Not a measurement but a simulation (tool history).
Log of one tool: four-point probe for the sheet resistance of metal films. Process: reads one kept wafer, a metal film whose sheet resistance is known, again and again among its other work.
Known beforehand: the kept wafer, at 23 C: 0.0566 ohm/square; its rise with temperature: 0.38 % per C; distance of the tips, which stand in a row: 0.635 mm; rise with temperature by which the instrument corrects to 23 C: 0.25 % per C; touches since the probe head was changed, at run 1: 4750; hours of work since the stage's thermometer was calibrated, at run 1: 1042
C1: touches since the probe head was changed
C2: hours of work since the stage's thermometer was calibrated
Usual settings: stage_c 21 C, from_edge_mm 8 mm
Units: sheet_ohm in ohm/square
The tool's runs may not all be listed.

{"run": 1, "hour": 0.0, "stage_c": 21, "from_edge_mm": 8, "C1": 4750, "C2": 1042, "sheet_ohm": 0.056932}
{"run": 2, "hour": 25.3, "stage_c": 21, "from_edge_mm": 8, "C1": 5342, "C2": 1053, "sheet_ohm": 0.056918}
{"run": 3, "hour": 44.2, "stage_c": 21, "from_edge_mm": 8, "C1": 5783, "C2": 1061, "sheet_ohm": 0.056926}
{"run": 4, "hour": 62.2, "stage_c": 27, "from_edge_mm": 8, "C1": 6205, "C2": 1068, "sheet_ohm": 0.05734}
{"run": 5, "hour": 77.1, "stage_c": 21, "from_edge_mm": 5, "C1": 6553, "C2": 1075, "sheet_ohm": 0.05723}
{"run": 6, "hour": 106.5, "stage_c": 28, "from_edge_mm": 5, "C1": 7241, "C2": 1088, "sheet_ohm": 0.057725}
{"run": 7, "hour": 137.7, "stage_c": 28, "from_edge_mm": 5, "C1": 7970, "C2": 1101, "sheet_ohm": 0.057723}
{"run": 8, "hour": 165.8, "stage_c": 28, "from_edge_mm": 5, "C1": 8627, "C2": 1113, "sheet_ohm": 0.057726}
{"run": 9, "hour": 195.7, "stage_c": 28, "from_edge_mm": 5, "C1": 9327, "C2": 1126, "sheet_ohm": 0.057728}
{"run": 10, "hour": 225.4, "stage_c": 21, "from_edge_mm": 8, "C1": 10021, "C2": 1139, "sheet_ohm": 0.056954}
{"run": 11, "hour": 245.7, "stage_c": 21, "from_edge_mm": 8, "C1": 10496, "C2": 1148, "sheet_ohm": 0.056947}
{"run": 12, "hour": 264.3, "stage_c": 21, "from_edge_mm": 8, "C1": 10930, "C2": 1156, "sheet_ohm": 0.05695}
{"run": 13, "hour": 284.7, "stage_c": 21, "from_edge_mm": 8, "C1": 11408, "C2": 1165, "sheet_ohm": 0.056957}
{"run": 14, "hour": 311.1, "stage_c": 24, "from_edge_mm": 46, "C1": 12025, "C2": 1176, "sheet_ohm": 0.056961}
{"run": 15, "hour": 340.9, "stage_c": 24, "from_edge_mm": 46, "C1": 12722, "C2": 1189, "sheet_ohm": 0.056981}
{"run": 16, "hour": 363.1, "stage_c": 24, "from_edge_mm": 46, "C1": 13242, "C2": 1199, "sheet_ohm": 0.056965}
{"hour": 365.6, "done": "stage's thermometer calibrated"}
{"run": 17, "hour": 389.2, "stage_c": 24, "from_edge_mm": 63, "C1": 13841, "C2": 10, "sheet_ohm": 0.057049}
{"run": 18, "hour": 405.2, "stage_c": 24, "from_edge_mm": 63, "C1": 14214, "C2": 17, "sheet_ohm": 0.057049}
{"run": 19, "hour": 436.2, "stage_c": 20, "from_edge_mm": 9, "C1": 14940, "C2": 31, "sheet_ohm": 0.056941}
{"hour": 456.0, "done": "stage's thermometer calibrated, once more"}
{"run": 20, "hour": 467.0, "stage_c": 20, "from_edge_mm": 9, "C1": 15648, "C2": 5, "sheet_ohm": 0.056768}
{"run": 21, "hour": 482.7, "stage_c": 27, "from_edge_mm": 32, "C1": 16015, "C2": 12, "sheet_ohm": 0.057147}
{"run": 22, "hour": 503.4, "stage_c": 19, "from_edge_mm": 6, "C1": 16499, "C2": 21, "sheet_ohm": 0.056896}
{"run": 23, "hour": 526.4, "stage_c": 21, "from_edge_mm": 44, "C1": 17038, "C2": 31, "sheet_ohm": 0.056728}
{"run": 24, "hour": 545.1, "stage_c": 25, "from_edge_mm": 44, "C1": 17474, "C2": 39, "sheet_ohm": 0.056979}
{"run": 25, "hour": 559.8, "stage_c": 32, "from_edge_mm": 54, "C1": 17818, "C2": 45, "sheet_ohm": 0.057476}
{"run": 26, "hour": 581.3, "stage_c": 32, "from_edge_mm": 54, "C1": 18321, "C2": 54, "sheet_ohm": 0.057468}

Measured result minus the same run's result without the hidden state. Both carry the same run-to-run variation, though not necessarily the same gauge scatter:
The hidden state here: inner tips' distance over the nominal, %; tips' flats over new ones', %; wafer's true temperature over the reading, C; drift of the gauge itself on sheet_ohm, %.
run=1 sheet_ohm=+0.000264
run=2 sheet_ohm=+0.000268
run=3 sheet_ohm=+0.00027
run=4 sheet_ohm=+0.000273
run=5 sheet_ohm=+0.000277
run=6 sheet_ohm=+0.000282
run=7 sheet_ohm=+0.000285
run=8 sheet_ohm=+0.00029
run=9 sheet_ohm=+0.000294
run=10 sheet_ohm=+0.000296
run=11 sheet_ohm=+0.000298
run=12 sheet_ohm=+0.000301
run=13 sheet_ohm=+0.000304
run=14 sheet_ohm=+0.000307
run=15 sheet_ohm=+0.000311
run=16 sheet_ohm=+0.000314
run=17 sheet_ohm=+0.000371
run=18 sheet_ohm=+0.000372
run=19 sheet_ohm=+0.000379
run=20 sheet_ohm=+0.000229
run=21 sheet_ohm=+0.000233
run=22 sheet_ohm=+0.000235
run=23 sheet_ohm=+0.000238
run=24 sheet_ohm=+0.000241
run=25 sheet_ohm=+0.000246
run=26 sheet_ohm=+0.000249
